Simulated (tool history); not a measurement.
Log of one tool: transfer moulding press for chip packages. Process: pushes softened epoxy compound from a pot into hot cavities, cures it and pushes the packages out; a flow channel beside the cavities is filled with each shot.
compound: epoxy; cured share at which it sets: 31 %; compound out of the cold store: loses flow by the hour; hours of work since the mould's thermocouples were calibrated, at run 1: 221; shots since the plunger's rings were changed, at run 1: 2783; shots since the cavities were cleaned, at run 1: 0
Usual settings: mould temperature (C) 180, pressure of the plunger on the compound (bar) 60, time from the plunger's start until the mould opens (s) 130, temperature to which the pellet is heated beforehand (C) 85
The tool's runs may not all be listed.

run	hour	mould temperature (C)	pressure of the plunger on the compound (bar)	time from the plunger's start until the mould opens (s)	temperature to which the pellet is heated beforehand (C)	hours of work since the mould's thermocouples were calibrated	shots since the plunger's rings were changed	shots since the cavities were cleaned	incoming compound's hours out of the cold store	length that the compound runs in the flow channel (mm)	greatest force on the pins that push the packages out (N)
1	0	180	60	130	85	221	2783	0	42	702	244
2	16	180	60	130	85	229	2897	114	42.2	710	284
3	33.6	180	60	130	85	238	3022	239	46.9	683	305
4	65.5	180	60	130	85	255	3249	466	36.8	727	358
5	84.2	180	60	130	85	264	3381	598	16.1	848	393
6	116	180	60	130	85	281	3607	824	27.7	777	421
7	143.8	180	60	130	85	295	3805	1022	25.4	779	418
# hour 161.6: cavities cleaned with cleaning compound and waxed
8	182	180	60	130	85	314	4066	146	34.2	738	297
9	204.2	180	60	130	85	325	4223	303	30.9	745	336
10	241.5	178	60	130	85	344	4488	568	13.2	848	415
11	257.7	178	60	130	85	352	4603	683	22	793	404
12	274	178	60	130	85	361	4719	799	30.3	740	423
13	293.1	178	60	130	85	371	4854	934	34.6	726	433
# hour 297.5: mould's thermocouples calibrated
# hour 326.1: cavities cleaned with cleaning compound and waxed
14	328.3	180	60	149	85	15	5079	15	8	862	259
# hour 343.2: plunger's sealing rings changed
15	358.6	180	60	155	84	29	109	213	31.3	801	308
16	380.7	180	55.1	136	85	41	266	370	14.8	874	355
17	398.7	180	55.1	136	85	50	394	498	8.8	901	386
18	415.6	186	58.9	132	85	58	514	618	38	746	369
19	431.5	186	58.9	132	85	67	627	731	28.7	793	403
# hour 446.3: mould's thermocouples calibrated, once more
20	455	186	58.9	132	85	4	779	883	9.6	902	409
# hour 492: cavities cleaned with cleaning compound and waxed
21	492.5	186	58.9	132	85	23	1035	3	31.5	770	235
22	529.2	180	68.5	130	92	42	1296	264	37.2	800	326
23	549.3	180	60	130	84	52	1439	407	17.8	860	357
24	570.6	180	60	130	84	63	1591	559	20.6	851	379
25	590.3	180	52.2	130	85	73	1730	698	35.9	705	395
26	624.9	180	52.2	130	85	91	1976	944	32.1	714	426
27	644.9	180	63.8	130	82	101	2118	1086	37.7	767	421
# hour 653.6: cavities cleaned with cleaning compound and waxed
28	685.1	180	46.6	127	93	121	2393	224	29.9	701	326

3 ways to go on from here, each from the tool as it stands after run 28. What would each give?
A	704.6	174	46.6	137	76	131	2531	362	44.9	?	?
B	704.6	183	66.1	130	82	131	2531	362	31.9	?	?
C	704.6	188	46.6	164	80	131	2531	362	39.9	?	?

run	length that the compound runs in the flow channel (mm)	greatest force on the pins that push the packages out (N)
A	632	391
B	801	342
C	615	346
Without the tool's hidden state the same runs would have given:
run	length that the compound runs in the flow channel (mm)	greatest force on the pins that push the packages out (N)
A	663	268
B	840	233
C	644	237
